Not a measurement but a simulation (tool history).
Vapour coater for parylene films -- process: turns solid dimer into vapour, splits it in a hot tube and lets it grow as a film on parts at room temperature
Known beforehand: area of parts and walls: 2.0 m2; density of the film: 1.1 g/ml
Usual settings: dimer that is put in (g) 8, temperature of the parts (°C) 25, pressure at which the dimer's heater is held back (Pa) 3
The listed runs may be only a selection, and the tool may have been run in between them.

run	hour	dimer that is put in (g)	temperature of the parts (°C)	pressure at which the dimer's heater is held back (Pa)	thickness of the film (nm)
1	0	8	25	3	1942
2	27.9	8	25	2.63	1976
3	47.6	8	25	3	1945
4	78.5	8	25	3	1946
5	100.1	8	25	3	1935
6	121.6	8	25	3	1926
7	145.7	8	25	3	1923
8	161.1	8	25	3	1926
9	175.4	8	25	3	1932
10	204.5	8	25	3	1929
11	222.4	8	25	3	1922
12	242.2	12	25	3	2867
13	256.2	12	25	3	2877
14	269.4	12	25	3	2881
# hour 279.7: gauge calibrated
15	295.7	12	25	3	2928
16	317.7	12	25	3	2934
17	342.8	5	27	2.02	1199
# hour 362.1: trap's valve overhauled
18	369.1	8	25	2.98	1938

Expected results for the next run?
19	392.7	8	25	2.98	?

thickness of the film (nm): 1941
With no hidden state in the tool, this same run would have given thickness of the film (nm) 1955.
